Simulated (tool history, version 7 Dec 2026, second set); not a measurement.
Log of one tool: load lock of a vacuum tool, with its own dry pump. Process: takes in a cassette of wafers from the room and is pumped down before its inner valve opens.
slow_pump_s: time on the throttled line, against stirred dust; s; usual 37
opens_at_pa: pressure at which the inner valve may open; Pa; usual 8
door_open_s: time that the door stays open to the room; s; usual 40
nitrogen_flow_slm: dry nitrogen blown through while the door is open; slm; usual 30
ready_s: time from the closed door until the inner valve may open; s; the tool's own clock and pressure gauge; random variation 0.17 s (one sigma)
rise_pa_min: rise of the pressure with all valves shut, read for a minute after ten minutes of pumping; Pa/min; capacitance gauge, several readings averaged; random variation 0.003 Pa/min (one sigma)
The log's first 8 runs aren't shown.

| run | hour | slow_pump_s | opens_at_pa | door_open_s | nitrogen_flow_slm | hours that the pump has run since its overhaul | times that the door has closed on its seal | incoming humidity of the room's air, % | ready_s | rise_pa_min |
|---|---|---|---|---|---|---|---|---|---|---|
| 9 | 543.3 | 37 | 8 | 40 | 20 | 1757 | 3925 | 46.4 | 54.9 | 0.038 |
| 10 | 650.7 | 37 | 8 | 40 | 20 | 1865 | 4448 | 42.1 | 54.9 | 0.032 |
| 11 | 732 | 60 | 8 | 40 | 30 | 1946 | 4845 | 44.3 | 75.2 | 0.029 |
| 12 | 849.4 | 60 | 8 | 40 | 30 | 2063 | 5417 | 49.4 | 75 | 0.033 |
| 13 | 948.1 | 37 | 8 | 40 | 30 | 2162 | 5897 | 44.6 | 55.2 | 0.031 |
| 14 | 1063.1 | 37 | 8 | 40 | 30 | 2277 | 6458 | 45.9 | 55 | 0.033 |
| 15 | 1181.7 | 37 | 8 | 40 | 30 | 2396 | 7035 | 45.3 | 55.3 | 0.038 |
| 16 | 1264.1 | 37 | 8 | 40 | 30 | 2478 | 7437 | 42.4 | 55.2 | 0.035 |
| 17 | 1351.3 | 37 | 8 | 40 | 30 | 2565 | 7862 | 43.9 | 55.2 | 0.03 |
| 18 | 1458.1 | 65 | 8 | 203 | 25 | 2672 | 8382 | 43 | 79.3 | 0.065 |
| 19 | 1516.1 | 31 | 8 | 141 | 25 | 2730 | 8665 | 45.5 | 50.2 | 0.056 |
| 20 | 1622.9 | 31 | 8 | 141 | 25 | 2837 | 9185 | 44.5 | 49.9 | 0.057 |
| 21 | 1701.5 | 20 | 8 | 51 | 30 | 2915 | 9568 | 41 | 40.4 | 0.045 |
| 22 | 1810.4 | 37 | 12 | 40 | 30 | 3024 | 10098 | 49 | 53.9 | 0.039 |
| 23 | 1916 | 37 | 11 | 40 | 8 | 3130 | 10613 | 43.5 | 54.5 | 0.061 |

Forecast run 24:
| 24 | 1990.7 | 37 | 11 | 40 | 8 | 3205 | 10977 | 47.4 | ? | ? |

{"run 24": {"ready_s": 54.6, "rise_pa_min": 0.063}}
Without the tool's hidden state the same run would have given ready_s 53.9 s, rise_pa_min 0.04 Pa/min.

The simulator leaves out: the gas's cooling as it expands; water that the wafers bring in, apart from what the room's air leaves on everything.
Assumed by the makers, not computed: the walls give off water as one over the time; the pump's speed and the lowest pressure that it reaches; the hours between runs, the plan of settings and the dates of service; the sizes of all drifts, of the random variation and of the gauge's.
